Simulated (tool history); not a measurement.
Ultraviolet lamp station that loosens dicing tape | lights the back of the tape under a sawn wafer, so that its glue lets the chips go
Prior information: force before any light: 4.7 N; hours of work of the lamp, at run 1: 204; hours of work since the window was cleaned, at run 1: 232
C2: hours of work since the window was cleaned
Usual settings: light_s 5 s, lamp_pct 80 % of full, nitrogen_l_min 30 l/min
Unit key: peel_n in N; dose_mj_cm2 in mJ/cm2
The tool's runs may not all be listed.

{"run": 1, "hour": 0.0, "light_s": 5, "lamp_pct": 80, "nitrogen_l_min": 30, "hours of work of the lamp": 204, "C2": 232, "peel_n": 0.243, "dose_mj_cm2": 216}
{"run": 2, "hour": 18.6, "light_s": 5, "lamp_pct": 80, "nitrogen_l_min": 30, "hours of work of the lamp": 218, "C2": 246, "peel_n": 0.25, "dose_mj_cm2": 218}
{"run": 3, "hour": 31.9, "light_s": 5, "lamp_pct": 80, "nitrogen_l_min": 30, "hours of work of the lamp": 228, "C2": 256, "peel_n": 0.251, "dose_mj_cm2": 213}
{"run": 4, "hour": 44.7, "light_s": 5, "lamp_pct": 80, "nitrogen_l_min": 28, "hours of work of the lamp": 237, "C2": 265, "peel_n": 0.277, "dose_mj_cm2": 214}
{"run": 5, "hour": 58.9, "light_s": 5, "lamp_pct": 80, "nitrogen_l_min": 28, "hours of work of the lamp": 247, "C2": 276, "peel_n": 0.272, "dose_mj_cm2": 216}
{"run": 6, "hour": 71.9, "light_s": 5, "lamp_pct": 80, "nitrogen_l_min": 28, "hours of work of the lamp": 257, "C2": 285, "peel_n": 0.271, "dose_mj_cm2": 208}
{"run": 7, "hour": 95.6, "light_s": 5, "lamp_pct": 80, "nitrogen_l_min": 28, "hours of work of the lamp": 274, "C2": 303, "peel_n": 0.271, "dose_mj_cm2": 211}
{"run": 8, "hour": 116.9, "light_s": 5, "lamp_pct": 80, "nitrogen_l_min": 29, "hours of work of the lamp": 290, "C2": 318, "peel_n": 0.273, "dose_mj_cm2": 212}
{"run": 9, "hour": 137.8, "light_s": 5, "lamp_pct": 80, "nitrogen_l_min": 29, "hours of work of the lamp": 305, "C2": 334, "peel_n": 0.281, "dose_mj_cm2": 209}
{"run": 10, "hour": 157.5, "light_s": 5, "lamp_pct": 80, "nitrogen_l_min": 29, "hours of work of the lamp": 320, "C2": 348, "peel_n": 0.281, "dose_mj_cm2": 210}
{"run": 11, "hour": 181.7, "light_s": 5, "lamp_pct": 80, "nitrogen_l_min": 29, "hours of work of the lamp": 338, "C2": 366, "peel_n": 0.281, "dose_mj_cm2": 206}
{"run": 12, "hour": 198.0, "light_s": 5, "lamp_pct": 79, "nitrogen_l_min": 29, "hours of work of the lamp": 350, "C2": 378, "peel_n": 0.313, "dose_mj_cm2": 201}
{"run": 13, "hour": 214.3, "light_s": 9, "lamp_pct": 78, "nitrogen_l_min": 36, "hours of work of the lamp": 362, "C2": 390, "peel_n": 0.092, "dose_mj_cm2": 353}
{"run": 14, "hour": 235.0, "light_s": 3, "lamp_pct": 77, "nitrogen_l_min": 17, "hours of work of the lamp": 377, "C2": 405, "peel_n": 1.115, "dose_mj_cm2": 115}
{"run": 15, "hour": 249.9, "light_s": 4, "lamp_pct": 79, "nitrogen_l_min": 11, "hours of work of the lamp": 388, "C2": 416, "peel_n": 0.867, "dose_mj_cm2": 155}
{"hour": 251.5, "done": "window cleaned of glue's vapour"}
{"run": 16, "hour": 268.7, "light_s": 7, "lamp_pct": 93, "nitrogen_l_min": 20, "hours of work of the lamp": 401, "C2": 13, "peel_n": 0.147, "dose_mj_cm2": 311}
{"run": 17, "hour": 286.4, "light_s": 7, "lamp_pct": 67, "nitrogen_l_min": 9, "hours of work of the lamp": 414, "C2": 26, "peel_n": 0.509, "dose_mj_cm2": 227}

Estimate the outcome of run 18 from the log above:
{"run": 18, "hour": 309.8, "light_s": 2, "lamp_pct": 80, "nitrogen_l_min": 15, "hours of work of the lamp": 431, "C2": 43, "peel_n": "?", "dose_mj_cm2": "?"}

{"run 18": {"peel_n": 1.862, "dose_mj_cm2": 74}}
With the hidden condition absent and the run-to-run variation left alone, this run would have shown peel_n 1.468 N, dose_mj_cm2 94 mJ/cm2.

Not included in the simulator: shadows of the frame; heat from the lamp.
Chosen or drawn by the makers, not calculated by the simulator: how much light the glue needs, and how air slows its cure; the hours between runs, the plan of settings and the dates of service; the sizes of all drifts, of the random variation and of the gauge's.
